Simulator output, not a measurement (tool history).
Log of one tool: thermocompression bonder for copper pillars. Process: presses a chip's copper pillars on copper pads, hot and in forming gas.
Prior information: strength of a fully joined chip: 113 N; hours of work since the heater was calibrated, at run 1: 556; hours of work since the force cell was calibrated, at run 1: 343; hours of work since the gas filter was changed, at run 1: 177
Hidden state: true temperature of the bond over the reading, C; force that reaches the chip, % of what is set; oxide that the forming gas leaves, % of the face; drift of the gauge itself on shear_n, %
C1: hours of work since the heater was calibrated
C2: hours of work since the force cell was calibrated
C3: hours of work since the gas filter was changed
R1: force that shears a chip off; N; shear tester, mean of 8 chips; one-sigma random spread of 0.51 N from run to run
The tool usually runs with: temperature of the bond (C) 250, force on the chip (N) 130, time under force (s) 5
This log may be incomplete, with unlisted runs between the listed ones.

Run 1, day 0.000: usual settings; C1 556; C2 343; C3 177. Result: R1 43.1 N.
Run 2, day 3.058: usual settings but force on the chip (N) 165; C1 603; C2 390; C3 224. Result: R1 52.0 N.
At day 3.692: forming gas filter changed.
At day 4.833: heater calibrated with a thermocouple chip.
Run 3, day 6.512: usual settings but force on the chip (N) 165; C1 26; C2 442; C3 42. Result: R1 50.0 N.
Run 4, day 9.938: usual settings; C1 79; C2 495; C3 95. Result: R1 39.9 N.
Run 5, day 12.596: usual settings but temperature of the bond (C) 265; C1 120; C2 536; C3 136. Result: R1 50.0 N.
Run 6, day 15.738: usual settings but time under force (s) 3; C1 168; C2 584; C3 185. Result: R1 31.2 N.
Run 7, day 18.333: usual settings; C1 208; C2 624; C3 225. Result: R1 38.9 N.
At day 18.975: forming gas filter changed.
Run 8, day 21.183: usual settings; C1 252; C2 668; C3 34. Result: R1 42.6 N.
Run 9, day 24.100: usual settings; C1 297; C2 713; C3 79. Result: R1 41.9 N.
Run 10, day 26.908: usual settings but temperature of the bond (C) 252; C1 340; C2 756; C3 122. Result: R1 41.9 N.
Run 11, day 29.717: usual settings but temperature of the bond (C) 252; C1 384; C2 800; C3 166. Result: R1 42.4 N.
Run 12, day 32.312: usual settings but temperature of the bond (C) 252; C1 424; C2 840; C3 206. Result: R1 41.6 N.
Run 13, day 34.000: usual settings but time under force (s) 14; C1 450; C2 866; C3 232. Result: R1 57.3 N.
At day 34.196: forming gas filter changed.
Run 14, day 36.742: usual settings but time under force (s) 14; C1 492; C2 908; C3 39. Result: R1 62.6 N.
Run 15, day 38.667: usual settings but temperature of the bond (C) 279, time under force (s) 14; C1 522; C2 938; C3 69. Result: R1 83.9 N.
Run 16, day 40.679: usual settings but temperature of the bond (C) 243, force on the chip (N) 192; C1 553; C2 969; C3 100. Result: R1 55.5 N.
Run 17, day 44.125: usual settings but temperature of the bond (C) 252, force on the chip (N) 110, time under force (s) 4; C1 606; C2 1022; C3 153. Result: R1 34.3 N.
At day 45.654: heater calibrated with a thermocouple chip.
Run 18, day 47.458: usual settings but temperature of the bond (C) 242, force on the chip (N) 85, time under force (s) 7; C1 28; C2 1072; C3 203. Result: R1 24.4 N.
At day 49.475: forming gas filter changed.
Run 19, day 49.529: usual settings but temperature of the bond (C) 252, force on the chip (N) 92, time under force (s) 9; C1 59; C2 1104; C3 1. Result: R1 39.0 N.
Run 20, day 51.775: usual settings but temperature of the bond (C) 264, force on the chip (N) 162, time under force (s) 6; C1 94; C2 1138; C3 36. Result: R1 63.5 N.
Run 21, day 53.929: usual settings but temperature of the bond (C) 268, force on the chip (N) 162, time under force (s) 6; C1 127; C2 1171; C3 69. Result: R1 65.4 N.
Run 22, day 56.550: usual settings but temperature of the bond (C) 268, force on the chip (N) 162, time under force (s) 6; C1 168; C2 1212; C3 109. Result: R1 64.3 N.
Run 23, day 58.721: usual settings but temperature of the bond (C) 270, time under force (s) 13; C1 201; C2 1245; C3 143. Result: R1 69.8 N.
Run 24, day 60.983: usual settings but temperature of the bond (C) 271, force on the chip (N) 133, time under force (s) 8; C1 236; C2 1280; C3 178. Result: R1 63.1 N.
Run 25, day 64.346: usual settings but temperature of the bond (C) 271, force on the chip (N) 133, time under force (s) 8; C1 288; C2 1332; C3 230. Result: R1 61.4 N.
At day 64.733: forming gas filter changed.
Run 26, day 67.350: usual settings but temperature of the bond (C) 271, force on the chip (N) 133, time under force (s) 8; C1 334; C2 1378; C3 40. Result: R1 68.2 N.
Run 27, day 70.042: usual settings but temperature of the bond (C) 271, force on the chip (N) 133, time under force (s) 8; C1 376; C2 1420; C3 82. Result: R1 65.9 N.

For each entry between runs, how does the tool's hidden state at the last listed run before it compare with that at the first listed run after it?
Between runs 2 and 3: forming gas filter changed (day 3.692); heater calibrated with a thermocouple chip (day 4.833)
  true temperature of the bond over the reading, C: 9.5 -> 0.5; force that reaches the chip, % of what is set: 98.2 -> 98; oxide that the forming gas leaves, % of the face: 9.2 -> 2.1
  measured less the result without the state, R1: +1.6 -> -1.3 N
Between runs 7 and 8: forming gas filter changed (day 18.975)
  true temperature of the bond over the reading, C: 3.2 -> 3.9; force that reaches the chip, % of what is set: 97.1 -> 96.9; oxide that the forming gas leaves, % of the face: 9.05 -> 1.89
  measured less the result without the state, R1: -2.6 -> +0.8 N
Between runs 13 and 14: forming gas filter changed (day 34.196)
  true temperature of the bond over the reading, C: 6.8 -> 7.4; force that reaches the chip, % of what is set: 96.1 -> 95.9; oxide that the forming gas leaves, % of the face: 9.29 -> 1.95
  measured less the result without the state, R1: -2.0 -> +3.2 N
Between runs 17 and 18: heater calibrated with a thermocouple chip (day 45.654)
  true temperature of the bond over the reading, C: 9.2 -> 1.7; force that reaches the chip, % of what is set: 95.3 -> 95.1; oxide that the forming gas leaves, % of the face: 6.13 -> 8.09
  measured less the result without the state, R1: +1.6 -> -2.6 N
Between runs 18 and 19: forming gas filter changed (day 49.475)
  true temperature of the bond over the reading, C: 1.7 -> 2.2; force that reaches the chip, % of what is set: 95.1 -> 95; oxide that the forming gas leaves, % of the face: 8.09 -> 0.64
  measured less the result without the state, R1: -2.6 -> -0.5 N
Between runs 25 and 26: forming gas filter changed (day 64.733)
  true temperature of the bond over the reading, C: 5.8 -> 6.5; force that reaches the chip, % of what is set: 93.9 -> 93.7; oxide that the forming gas leaves, % of the face: 9.35 -> 1.97
  measured less the result without the state, R1: -4.5 -> +1.0 N

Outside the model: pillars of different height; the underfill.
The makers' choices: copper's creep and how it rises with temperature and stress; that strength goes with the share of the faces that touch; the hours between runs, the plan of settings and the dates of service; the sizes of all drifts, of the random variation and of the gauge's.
